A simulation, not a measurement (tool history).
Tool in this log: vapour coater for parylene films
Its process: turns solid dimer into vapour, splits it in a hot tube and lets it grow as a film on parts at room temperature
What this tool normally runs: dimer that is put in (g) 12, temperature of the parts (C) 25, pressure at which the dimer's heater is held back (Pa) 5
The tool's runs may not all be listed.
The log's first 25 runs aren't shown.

run   hour  dimer that is put in (g)  temperature of the parts (C)  pressure at which the dimer's heater is held back (Pa)  thickness of the film (µm)
 26  327.4                        12                            24                                                   10.49                        5.71
 27  337.9                         8                            22                                                    8.44                        4.17
 28  353.8                         9                            31                                                    2.33                        5.12
 29  362.4                         9                            31                                                    2.33                        5.03
 30  376.6                         9                            31                                                    2.33                        5.09
 31  390.4                         7                            24                                                    5.15                        3.95
 32  402.4                         7                            26                                                    5.15                        3.68
 33  420.6                         7                            26                                                    3.88                        4.01

Run 34, settings as shown, results not yet in. Your forecast:
     425.8  -- trap's valve overhauled
 34  442.7                         7                            26                                                    2.85                           ?

{"run 34": {"thickness of the film (µm)": 4.64}}
Were there no unlogged condition in the tool, this run, its random variation unchanged, would have produced thickness of the film (µm) 4.63.
